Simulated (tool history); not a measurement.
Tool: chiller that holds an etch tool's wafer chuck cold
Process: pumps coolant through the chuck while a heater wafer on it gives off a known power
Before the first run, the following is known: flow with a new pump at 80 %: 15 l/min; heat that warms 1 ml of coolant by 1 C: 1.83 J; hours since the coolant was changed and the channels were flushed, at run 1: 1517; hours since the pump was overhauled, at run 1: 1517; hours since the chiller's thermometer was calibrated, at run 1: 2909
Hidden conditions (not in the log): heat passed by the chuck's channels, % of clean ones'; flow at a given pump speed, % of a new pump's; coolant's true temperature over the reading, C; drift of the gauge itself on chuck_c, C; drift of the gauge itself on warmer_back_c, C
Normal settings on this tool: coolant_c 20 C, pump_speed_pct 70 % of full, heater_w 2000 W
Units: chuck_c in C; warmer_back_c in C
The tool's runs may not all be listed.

run	hour	coolant_c	pump_speed_pct	heater_w	hours since the coolant was changed and the channels were flushed	hours since the pump was overhauled	hours since the chiller's thermometer was calibrated	chuck_c	warmer_back_c
1	0	20	70	2000	1517	1517	2909	41.6	5.09
2	89.2	20	70	2000	1606	1606	2999	41.5	5.02
3	234.6	20	70	2000	1752	1752	3144	41.4	5.06
4	409.3	20	70	2000	1926	1926	3319	41.5	5.1
5	549.7	20	70	2000	2067	2067	3459	41.5	5.09
6	741.3	20	70	2000	2258	2258	3651	41.5	5.14
7	915.3	22	70	2000	2432	2432	3825	43.5	5.11
8	1098.7	20	70	2000	2616	2616	4008	41.6	5.15
9	1224.3	20	70	2000	2741	2741	4134	41.4	5.16
# hour 1259.8: chiller's thermometer calibrated
10	1328.8	20	70	2000	2845	2845	69	41.5	5.14
11	1466.1	20	70	1668	2982	2982	206	38	4.31
12	1565.1	20	70	1668	3081	3081	305	37.7	4.4
# hour 1706.4: coolant changed, channels flushed
13	1730	11	100	1399	24	3240	464	22.3	2.59
14	1930.1	20	73	2249	224	3440	664	43.5	5.59
15	2085.9	17	92	1133	380	3596	820	26.9	2.4
16	2266.9	11	92	1509	561	3777	1001	24	3.09
17	2384.1	11	62	1678	678	3894	1118	30.7	5.03
18	2489.3	20	100	1196	783	3999	1223	29.8	2.38
19	2594.3	20	100	1196	888	4104	1329	29.6	2.37
20	2703.6	19	82	2000	997	4214	1438	38	4.5
21	2901.9	13	61	1390	1195	4412	1636	29.6	4.35
22	3074	22	61	1582	1368	4584	1808	41	4.92
23	3161.9	22	61	1582	1456	4672	1896	41.1	4.96

Forecast each of these 5 alternatives for the next run:
A	3269.2	20	70	2527	1563	4779	2003	?	?
B	3269.2	14	70	2000	1563	4779	2003	?	?
C	3269.2	20	70	1953	1563	4779	2003	?	?
D	3269.2	16	87	2268	1563	4779	2003	?	?
E	3269.2	20	89	2169	1563	4779	2003	?	?

run	chuck_c	warmer_back_c
A	47.2	6.73
B	35.4	5.29
C	40.9	5.29
D	36.5	4.91
E	39.3	4.58
Without the tool's hidden state the same runs would have given:
run	chuck_c	warmer_back_c
A	47.2	6.38
B	35.3	4.95
C	40.9	4.94
D	36.5	4.56
E	39.2	4.24
